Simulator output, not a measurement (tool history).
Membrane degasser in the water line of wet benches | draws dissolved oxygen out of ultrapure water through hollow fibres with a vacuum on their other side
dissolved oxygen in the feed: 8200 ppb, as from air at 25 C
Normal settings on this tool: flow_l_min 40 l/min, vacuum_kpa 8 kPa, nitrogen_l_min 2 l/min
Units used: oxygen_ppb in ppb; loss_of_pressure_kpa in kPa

run 1 hour=0 | flow_l_min=40 vacuum_kpa=8 nitrogen_l_min=2 | oxygen_ppb=271.1 loss_of_pressure_kpa=28.81
run 2 hour=52 | flow_l_min=40 vacuum_kpa=10.92 nitrogen_l_min=2 | oxygen_ppb=383.6 loss_of_pressure_kpa=29.02
run 3 hour=90 | flow_l_min=40 vacuum_kpa=10.92 nitrogen_l_min=2 | oxygen_ppb=393.5 loss_of_pressure_kpa=29.1
run 4 hour=125.4 | flow_l_min=40 vacuum_kpa=10.92 nitrogen_l_min=2 | oxygen_ppb=389.3 loss_of_pressure_kpa=28.65
run 5 hour=177.5 | flow_l_min=40 vacuum_kpa=8 nitrogen_l_min=3.25 | oxygen_ppb=190.4 loss_of_pressure_kpa=28.75
run 6 hour=206.4 | flow_l_min=40 vacuum_kpa=8 nitrogen_l_min=3.3 | oxygen_ppb=186.3 loss_of_pressure_kpa=28.98
run 7 hour=248.1 | flow_l_min=40 vacuum_kpa=8 nitrogen_l_min=3.3 | oxygen_ppb=186.8 loss_of_pressure_kpa=29.12
run 8 hour=278.8 | flow_l_min=40 vacuum_kpa=8 nitrogen_l_min=3.3 | oxygen_ppb=187.6 loss_of_pressure_kpa=28.91
run 9 hour=321.5 | flow_l_min=40 vacuum_kpa=8 nitrogen_l_min=3.3 | oxygen_ppb=186.4 loss_of_pressure_kpa=28.74
run 10 hour=376.6 | flow_l_min=40 vacuum_kpa=8 nitrogen_l_min=2 | oxygen_ppb=273.4 loss_of_pressure_kpa=29.1
run 11 hour=404.5 | flow_l_min=40 vacuum_kpa=8 nitrogen_l_min=2 | oxygen_ppb=272.5 loss_of_pressure_kpa=28.7
run 12 hour=436.6 | flow_l_min=40 vacuum_kpa=8 nitrogen_l_min=2 | oxygen_ppb=272.4 loss_of_pressure_kpa=29.02
run 13 hour=487 | flow_l_min=40 vacuum_kpa=8 nitrogen_l_min=2 | oxygen_ppb=273.3 loss_of_pressure_kpa=29.01
-- hour=489.8 vacuum gauge calibrated
run 14 hour=511.4 | flow_l_min=40 vacuum_kpa=8 nitrogen_l_min=2 | oxygen_ppb=282.5 loss_of_pressure_kpa=29.13
run 15 hour=551 | flow_l_min=40 vacuum_kpa=8 nitrogen_l_min=2 | oxygen_ppb=287 loss_of_pressure_kpa=29.16
run 16 hour=591.8 | flow_l_min=40 vacuum_kpa=8 nitrogen_l_min=0.83 | oxygen_ppb=550.5 loss_of_pressure_kpa=29.19
run 17 hour=620.5 | flow_l_min=56 vacuum_kpa=8 nitrogen_l_min=1.03 | oxygen_ppb=640.8 loss_of_pressure_kpa=40.46
run 18 hour=649 | flow_l_min=56 vacuum_kpa=8 nitrogen_l_min=1.03 | oxygen_ppb=645 loss_of_pressure_kpa=40.93
run 19 hour=681.1 | flow_l_min=56 vacuum_kpa=8 nitrogen_l_min=1.03 | oxygen_ppb=635.7 loss_of_pressure_kpa=40.62
run 20 hour=721.8 | flow_l_min=56 vacuum_kpa=8 nitrogen_l_min=1.03 | oxygen_ppb=629.2 loss_of_pressure_kpa=40.67
-- hour=750.9 vacuum gauge calibrated, once more
run 21 hour=751.9 | flow_l_min=56 vacuum_kpa=8 nitrogen_l_min=1.03 | oxygen_ppb=535 loss_of_pressure_kpa=40.4
run 22 hour=792.2 | flow_l_min=56 vacuum_kpa=8 nitrogen_l_min=1.03 | oxygen_ppb=545.9 loss_of_pressure_kpa=40.63
run 23 hour=829.9 | flow_l_min=56 vacuum_kpa=8 nitrogen_l_min=1.03 | oxygen_ppb=537 loss_of_pressure_kpa=40.84
run 24 hour=874.8 | flow_l_min=40 vacuum_kpa=8.31 nitrogen_l_min=5.71 | oxygen_ppb=121.4 loss_of_pressure_kpa=28.99
run 25 hour=927.3 | flow_l_min=40 vacuum_kpa=8 nitrogen_l_min=3.66 | oxygen_ppb=155.6 loss_of_pressure_kpa=28.82
run 26 hour=977.1 | flow_l_min=40 vacuum_kpa=8 nitrogen_l_min=3.66 | oxygen_ppb=160.4 loss_of_pressure_kpa=29.25
run 27 hour=1028.9 | flow_l_min=40 vacuum_kpa=8 nitrogen_l_min=3.66 | oxygen_ppb=158.5 loss_of_pressure_kpa=29.28
run 28 hour=1065.8 | flow_l_min=40 vacuum_kpa=8 nitrogen_l_min=3.66 | oxygen_ppb=160 loss_of_pressure_kpa=29.27
run 29 hour=1104.1 | flow_l_min=64 vacuum_kpa=10.47 nitrogen_l_min=2.02 | oxygen_ppb=562 loss_of_pressure_kpa=46.62
run 30 hour=1142.8 | flow_l_min=64 vacuum_kpa=10.47 nitrogen_l_min=2.02 | oxygen_ppb=555.7 loss_of_pressure_kpa=46.34
run 31 hour=1198 | flow_l_min=64 vacuum_kpa=10.47 nitrogen_l_min=2.02 | oxygen_ppb=562.6 loss_of_pressure_kpa=46.3

Alternative continuations, all from the tool just after run 31; predict every row:
run A hour=1244.9 | flow_l_min=53 vacuum_kpa=8 nitrogen_l_min=1.89 | oxygen_ppb=? loss_of_pressure_kpa=?
run B hour=1244.9 | flow_l_min=25 vacuum_kpa=8 nitrogen_l_min=2 | oxygen_ppb=? loss_of_pressure_kpa=?
run C hour=1244.9 | flow_l_min=34 vacuum_kpa=8 nitrogen_l_min=2 | oxygen_ppb=? loss_of_pressure_kpa=?

run=A oxygen_ppb=358.9 loss_of_pressure_kpa=39.18
run=B oxygen_ppb=151.3 loss_of_pressure_kpa=18.29
run=C oxygen_ppb=205.8 loss_of_pressure_kpa=24.59
The same runs, with their run-to-run variation unchanged, on a tool lacking any hidden condition would have given:
run=A oxygen_ppb=350.4 loss_of_pressure_kpa=38.44
run=B oxygen_ppb=147.7 loss_of_pressure_kpa=17.94
run=C oxygen_ppb=201.1 loss_of_pressure_kpa=24.11
